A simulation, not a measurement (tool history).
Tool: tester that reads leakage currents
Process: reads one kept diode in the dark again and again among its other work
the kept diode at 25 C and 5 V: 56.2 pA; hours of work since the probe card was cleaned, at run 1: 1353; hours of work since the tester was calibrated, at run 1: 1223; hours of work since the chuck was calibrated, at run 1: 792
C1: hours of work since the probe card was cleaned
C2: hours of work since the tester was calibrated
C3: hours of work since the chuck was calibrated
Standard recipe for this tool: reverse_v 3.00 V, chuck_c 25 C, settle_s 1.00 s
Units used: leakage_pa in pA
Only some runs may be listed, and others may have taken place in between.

run 1 hour=0.0 | reverse_v=3.00 chuck_c=25 settle_s=1.00 | C1=1353 C2=1223 C3=792 | leakage_pa=43.87
run 2 hour=44.3 | reverse_v=3.00 chuck_c=25 settle_s=1.00 | C1=1381 C2=1251 C3=819 | leakage_pa=43.60
run 3 hour=82.8 | reverse_v=3.00 chuck_c=25 settle_s=1.00 | C1=1405 C2=1275 C3=844 | leakage_pa=43.71
run 4 hour=113.7 | reverse_v=3.00 chuck_c=25 settle_s=1.00 | C1=1424 C2=1294 C3=863 | leakage_pa=43.61
run 5 hour=153.8 | reverse_v=3.00 chuck_c=25 settle_s=1.00 | C1=1449 C2=1320 C3=888 | leakage_pa=43.72
-- hour=159.1 chuck's temperature calibrated
run 6 hour=206.4 | reverse_v=3.00 chuck_c=43 settle_s=1.00 | C1=1481 C2=1351 C3=30 | leakage_pa=149.80
run 7 hour=254.0 | reverse_v=3.00 chuck_c=43 settle_s=5.11 | C1=1511 C2=1381 C3=60 | leakage_pa=149.45
run 8 hour=301.4 | reverse_v=1.83 chuck_c=42 settle_s=1.00 | C1=1541 C2=1411 C3=89 | leakage_pa=115.23
run 9 hour=343.4 | reverse_v=1.83 chuck_c=42 settle_s=1.00 | C1=1567 C2=1437 C3=116 | leakage_pa=115.31
run 10 hour=385.2 | reverse_v=13.94 chuck_c=38 settle_s=1.00 | C1=1594 C2=1464 C3=142 | leakage_pa=199.84

Consider 3 possible next runs. They are alternatives, not a sequence: every one starts from the tool as it was left by run 10. What does each give?
run A hour=407.9 | reverse_v=4.51 chuck_c=29 settle_s=2.81 | C1=1608 C2=1478 C3=156 | leakage_pa=?
run B hour=407.9 | reverse_v=16.65 chuck_c=39 settle_s=9.39 | C1=1608 C2=1478 C3=156 | leakage_pa=?
run C hour=407.9 | reverse_v=15.24 chuck_c=36 settle_s=2.28 | C1=1608 C2=1478 C3=156 | leakage_pa=?

run=A leakage_pa=65.57
run=B leakage_pa=224.77
run=C leakage_pa=179.00
With the hidden condition removed and each run's random variation left untouched, the same runs would have given:
run=A leakage_pa=73.25
run=B leakage_pa=249.15
run=C leakage_pa=198.20
